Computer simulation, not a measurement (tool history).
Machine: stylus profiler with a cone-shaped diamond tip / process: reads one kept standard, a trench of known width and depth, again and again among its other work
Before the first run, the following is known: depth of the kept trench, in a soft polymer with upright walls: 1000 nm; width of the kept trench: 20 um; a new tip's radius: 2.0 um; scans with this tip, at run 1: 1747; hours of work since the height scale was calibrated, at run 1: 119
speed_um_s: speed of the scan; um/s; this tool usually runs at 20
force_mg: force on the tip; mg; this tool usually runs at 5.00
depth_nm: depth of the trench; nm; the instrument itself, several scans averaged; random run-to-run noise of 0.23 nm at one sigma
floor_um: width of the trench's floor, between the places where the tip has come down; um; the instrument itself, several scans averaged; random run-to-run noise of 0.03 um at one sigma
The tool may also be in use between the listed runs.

run,day,speed_um_s,force_mg,scans with this tip,hours of work since the height scale was calibrated,depth_nm,floor_um
1,0.000,20,5.00,1747,119,1023.23,15.87
2,2.321,20,5.00,2172,148,1023.44,15.68
3,5.200,20,5.00,2700,185,1023.62,15.57
4,9.017,20,5.00,3398,232,1023.66,15.37
5,14.679,20,5.00,4436,303,1023.74,14.97
6,17.504,20,5.00,4953,339,1024.36,14.83
7,22.862,20,5.00,5935,406,1024.32,14.59
8,27.529,20,5.00,6789,464,1025.18,14.27
9,29.892,9,5.00,7222,494,1024.76,14.21
10,34.683,25,5.00,8099,554,1025.44,13.98
11,39.583,25,5.00,8997,615,1025.49,13.77
12,43.758,20,5.00,9762,667,1025.38,13.58
13,48.200,20,4.32,10575,723,1023.97,13.33
14,52.796,20,2.14,11416,780,1016.25,13.20
15,55.450,37,5.00,11903,814,1026.32,13.02
16,58.779,37,5.00,12512,855,1026.44,12.93
# day 62.104: new tip fitted, height scale calibrated
17,64.504,37,5.00,440,30,1023.25,16.37
18,70.154,37,1.74,1475,101,1012.17,15.92
19,73.846,43,1.74,2151,147,1011.95,15.63
20,79.388,61,5.00,3166,216,1023.53,15.33
# day 79.842: height scale calibrated on a step standard
21,84.000,61,5.00,4007,52,1024.78,15.10
22,88.121,61,5.00,4762,104,1025.31,14.86
23,90.883,61,5.00,5268,138,1024.36,14.71
24,93.725,8,1.71,5788,174,1013.56,14.70
25,97.979,22,10.64,6567,227,1040.66,14.42
26,103.508,20,7.41,7580,296,1032.81,14.25
27,106.800,9,5.45,8183,337,1027.28,14.09
# day 108.179: height scale calibrated on a step standard, once more
28,110.804,9,5.31,8912,33,1024.03,13.89
29,115.671,60,9.99,9804,94,1036.81,13.58
30,119.621,60,9.99,10527,143,1037.09,13.49
31,122.412,39,3.93,11038,178,1020.38,13.36
32,128.008,19,2.74,12063,248,1016.52,13.19
33,131.712,20,13.74,12742,295,1046.40,13.01
# day 133.683: new tip fitted, height scale calibrated
34,134.950,29,8.53,231,16,1032.15,16.36
35,140.025,29,2.82,1161,79,1015.57,15.91
36,142.942,9,2.12,1695,116,1013.28,15.77
37,146.783,36,8.50,2398,164,1033.11,15.54
38,151.854,15,6.50,3327,227,1028.28,15.21
39,156.325,15,6.50,4146,283,1028.50,14.93
40,160.192,15,6.50,4855,332,1028.90,14.75
41,163.517,8,1.79,5463,373,1013.15,14.57
42,166.867,70,2.76,6076,415,1017.39,14.24
43,171.008,70,2.76,6836,467,1017.17,14.07
44,175.533,70,2.76,7664,524,1017.85,13.84
45,180.817,37,4.19,8632,590,1022.93,13.73

Below are 5 alternative next runs, each starting from the tool's condition after run 45. Predict each:
A,183.146,44,2.39,9059,619,?,?
B,183.146,51,9.61,9059,619,?,?
C,183.146,5,6.81,9059,619,?,?
D,183.146,44,5.28,9059,619,?,?
E,183.146,9,2.88,9059,619,?,?

run,depth_nm,floor_um
A,1016.66,13.61
B,1038.13,13.63
C,1031.19,13.72
D,1026.59,13.59
E,1018.85,13.66
With the hidden condition removed and each run's random variation left untouched, the same runs would have given:
run,depth_nm,floor_um
A,1013.78,16.45
B,1035.19,16.47
C,1028.27,16.56
D,1023.68,16.43
E,1015.96,16.51

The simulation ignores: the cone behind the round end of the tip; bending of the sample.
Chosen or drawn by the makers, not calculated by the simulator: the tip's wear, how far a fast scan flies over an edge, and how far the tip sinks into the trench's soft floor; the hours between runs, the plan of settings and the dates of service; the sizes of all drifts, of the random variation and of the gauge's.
